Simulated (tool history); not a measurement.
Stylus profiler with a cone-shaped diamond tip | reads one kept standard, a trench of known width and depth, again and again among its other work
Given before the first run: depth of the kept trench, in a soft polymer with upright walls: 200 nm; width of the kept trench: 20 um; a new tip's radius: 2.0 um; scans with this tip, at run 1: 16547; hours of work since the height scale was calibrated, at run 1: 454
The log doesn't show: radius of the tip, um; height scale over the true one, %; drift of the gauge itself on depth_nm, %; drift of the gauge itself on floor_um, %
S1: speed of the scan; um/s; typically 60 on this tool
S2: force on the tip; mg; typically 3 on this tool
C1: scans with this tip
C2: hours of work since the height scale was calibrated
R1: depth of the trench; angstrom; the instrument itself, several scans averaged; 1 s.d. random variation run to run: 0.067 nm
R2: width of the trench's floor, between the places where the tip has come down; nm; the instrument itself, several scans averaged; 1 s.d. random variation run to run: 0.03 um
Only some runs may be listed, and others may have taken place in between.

Run 1, hour 0: usual settings; C1 16547; C2 454. Result: R1 2014.2 angstrom, R2 17960 nm.
Run 2, hour 61.1: usual settings but S1 135 um/s; C1 17039; C2 498. Result: R1 2015.7 angstrom, R2 17570 nm.
Run 3, hour 159.2: usual settings; C1 17829; C2 569. Result: R1 2014.5 angstrom, R2 17940 nm.
Run 4, hour 215.4: usual settings; C1 18282; C2 609. Result: R1 2015 angstrom, R2 17910 nm.
Run 5, hour 297.5: usual settings; C1 18943; C2 668. Result: R1 2013.3 angstrom, R2 17950 nm.
Run 6, hour 367.4: usual settings; C1 19506; C2 718. Result: R1 2015.3 angstrom, R2 17920 nm.
Run 7, hour 466.1: usual settings; C1 20301; C2 789. Result: R1 2015 angstrom, R2 17970 nm.
Run 8, hour 532.6: usual settings; C1 20837; C2 837. Result: R1 2014.7 angstrom, R2 17930 nm.
Run 9, hour 606.3: usual settings; C1 21430; C2 890. Result: R1 2014.2 angstrom, R2 17940 nm.
Run 10, hour 654.6: usual settings but S2 2.32 mg; C1 21819; C2 925. Result: R1 2011.4 angstrom, R2 17910 nm.
Run 11, hour 700.7: usual settings but S2 2.32 mg; C1 22191; C2 958. Result: R1 2011.9 angstrom, R2 17820 nm.
At hour 730.8: height scale calibrated on a step standard.
Run 12, hour 781.6: usual settings but S1 33 um/s, S2 2.32 mg; C1 22839; C2 36. Result: R1 2012.4 angstrom, R2 18030 nm.
Run 13, hour 845.7: usual settings but S1 33 um/s, S2 2.32 mg; C1 23355; C2 83. Result: R1 2012.1 angstrom, R2 18000 nm.
Run 14, hour 945.3: usual settings but S1 23 um/s; C1 24158; C2 154. Result: R1 2014.1 angstrom, R2 18140 nm.
Run 15, hour 1039: usual settings but S1 23 um/s; C1 24912; C2 221. Result: R1 2014.4 angstrom, R2 18160 nm.
Run 16, hour 1093.7: usual settings but S2 5.27 mg; C1 25353; C2 261. Result: R1 2021 angstrom, R2 18040 nm.
Run 17, hour 1169.5: usual settings but S1 74 um/s, S2 5.27 mg; C1 25963; C2 315. Result: R1 2022.1 angstrom, R2 17940 nm.
Run 18, hour 1260: usual settings but S1 74 um/s, S2 5.27 mg; C1 26692; C2 380. Result: R1 2020.7 angstrom, R2 18000 nm.
Run 19, hour 1310.1: usual settings but S1 32 um/s; C1 27096; C2 416. Result: R1 2015.2 angstrom, R2 18070 nm.
Run 20, hour 1391.7: usual settings; C1 27753; C2 475. Result: R1 2014.8 angstrom, R2 17970 nm.
Run 21, hour 1465: usual settings; C1 28343; C2 527. Result: R1 2015.8 angstrom, R2 17920 nm.
Run 22, hour 1543: usual settings; C1 28971; C2 584. Result: R1 2014.1 angstrom, R2 17950 nm.
Run 23, hour 1617.5: usual settings but S2 5.19 mg; C1 29572; C2 637. Result: R1 2020.9 angstrom, R2 18030 nm.
Run 24, hour 1681.2: usual settings but S1 20 um/s; C1 30085; C2 683. Result: R1 2014.1 angstrom, R2 18120 nm.
Run 25, hour 1778.5: usual settings but S1 43 um/s, S2 2.64 mg; C1 30868; C2 753. Result: R1 2014 angstrom, R2 18010 nm.
Run 26, hour 1866.7: usual settings but S1 99 um/s, S2 4.94 mg; C1 31579; C2 816. Result: R1 2020.3 angstrom, R2 17800 nm.
At hour 1888.6: new tip fitted, height scale calibrated.
Run 27, hour 1941.1: usual settings but S1 19 um/s, S2 1.45 mg; C1 423; C2 38. Result: R1 2009.3 angstrom, R2 18140 nm.
Run 28, hour 2004.2: usual settings but S1 75 um/s, S2 1.15 mg; C1 932; C2 83. Result: R1 2008 angstrom, R2 17640 nm.
Run 29, hour 2063.9: usual settings but S1 33 um/s, S2 1.58 mg; C1 1412; C2 126. Result: R1 2009.9 angstrom, R2 18020 nm.

Forecast run 30:
Run 30, hour 2163.9: usual settings but S1 68 um/s; C1 2218; C2 198. Result: R1 ?, R2 ?.

R1: 2013.3 angstrom
R2: 17910 nm
The same run, on a tool lacking any hidden state, would have yielded R1 2013.3 angstrom, R2 17910 nm.
